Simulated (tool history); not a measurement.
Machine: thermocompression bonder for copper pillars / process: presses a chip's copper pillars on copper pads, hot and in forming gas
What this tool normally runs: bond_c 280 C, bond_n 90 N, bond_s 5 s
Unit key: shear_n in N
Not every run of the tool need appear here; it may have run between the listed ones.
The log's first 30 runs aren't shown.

-- hour=304 forming gas filter changed
run 31 hour=314.9 | bond_c=274 bond_n=58 bond_s=7 | shear_n=63.6
run 32 hour=325.1 | bond_c=307 bond_n=87 bond_s=5 | shear_n=98.1
run 33 hour=338.8 | bond_c=267 bond_n=90 bond_s=5 | shear_n=75.9
run 34 hour=346.1 | bond_c=271 bond_n=96 bond_s=3 | shear_n=70.4
run 35 hour=360.3 | bond_c=271 bond_n=96 bond_s=3 | shear_n=70.3
run 36 hour=369.5 | bond_c=271 bond_n=55 bond_s=4 | shear_n=47.3
run 37 hour=381.3 | bond_c=271 bond_n=55 bond_s=3 | shear_n=42.4
run 38 hour=393.8 | bond_c=300 bond_n=78 bond_s=3 | shear_n=75.8
run 39 hour=402.8 | bond_c=258 bond_n=66 bond_s=5 | shear_n=52.9
run 40 hour=409.8 | bond_c=290 bond_n=89 bond_s=4 | shear_n=82.7

Predict each of these 3 candidate next runs independently; none follows another, all start after run 40:
run A hour=422 | bond_c=271 bond_n=90 bond_s=10 | shear_n=?
run B hour=422 | bond_c=270 bond_n=89 bond_s=4 | shear_n=?
run C hour=422 | bond_c=281 bond_n=131 bond_s=4 | shear_n=?

run=A shear_n=92.2
run=B shear_n=70.7
run=C shear_n=97.7
Take away the tool's hidden state, keep each run's random variation, and the runs would have read:
run=A shear_n=94.7
run=B shear_n=72.6
run=C shear_n=100.3

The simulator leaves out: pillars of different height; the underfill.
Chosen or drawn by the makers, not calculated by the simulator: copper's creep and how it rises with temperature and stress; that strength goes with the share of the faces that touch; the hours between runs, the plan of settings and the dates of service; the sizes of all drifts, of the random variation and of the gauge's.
